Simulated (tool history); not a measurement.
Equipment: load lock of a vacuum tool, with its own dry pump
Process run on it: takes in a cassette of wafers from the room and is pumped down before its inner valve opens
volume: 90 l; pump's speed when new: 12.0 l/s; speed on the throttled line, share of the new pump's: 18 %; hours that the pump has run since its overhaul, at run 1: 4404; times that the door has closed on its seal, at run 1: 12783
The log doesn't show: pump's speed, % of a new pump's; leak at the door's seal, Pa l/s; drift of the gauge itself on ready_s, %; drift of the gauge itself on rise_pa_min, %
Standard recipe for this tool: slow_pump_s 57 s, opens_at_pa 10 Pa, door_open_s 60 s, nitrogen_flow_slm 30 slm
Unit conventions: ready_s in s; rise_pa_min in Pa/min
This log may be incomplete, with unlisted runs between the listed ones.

run	hour	slow_pump_s	opens_at_pa	door_open_s	nitrogen_flow_slm	hours that the pump has run since its overhaul	times that the door has closed on its seal	incoming humidity of the room's air, %	ready_s	rise_pa_min
1	0.0	57	10	60	30	4404	12783	45.6	120.1	0.033
2	123.3	57	10	60	30	4527	13120	49.7	119.5	0.032
3	221.2	57	10	60	30	4625	13388	44.3	120.6	0.038
4	330.6	57	15	60	30	4734	13687	45.2	117.1	0.031
5	486.9	57	10	60	30	4890	14115	44.9	121.0	0.038
6	582.8	57	10	60	30	4986	14378	44.5	121.2	0.038
7	797.2	57	10	60	30	5201	14964	42.4	122.4	0.042
8	962.6	57	10	60	30	5366	15417	45.0	121.2	0.034
9	1124.2	38	10	60	30	5528	15859	43.5	105.7	0.040
10	1276.0	38	10	60	30	5680	16274	43.5	105.6	0.033
11	1375.7	57	17	60	30	5779	16547	43.9	116.5	0.046
12	1483.5	57	17	60	30	5887	16842	45.3	116.6	0.039
13	1649.9	57	10	60	6	6053	17297	46.2	120.4	0.061
14	1775.0	57	16	60	6	6179	17639	46.4	117.1	0.062
15	1955.9	57	16	60	25	6360	18134	42.6	117.3	0.043
16	2106.3	57	10	60	30	6510	18546	47.6	120.7	0.047
17	2279.8	57	10	60	30	6683	19020	48.2	121.9	0.046
18	2397.8	57	10	60	8	6801	19343	42.8	121.4	0.053
19	2578.2	59	10	60	8	6982	19837	47.1	124.0	0.058
20	2784.7	30	16	60	17	7188	20402	42.1	96.9	0.055

Run 21, settings as shown, results not yet in. Your forecast:
21	2997.5	30	16	60	17	7401	20984	44.6	?	?

ready_s: 97.5 s
rise_pa_min: 0.057 Pa/min
If the tool had no hidden condition, the same run with the same run-to-run variation would have returned ready_s 91.7 s, rise_pa_min 0.025 Pa/min.
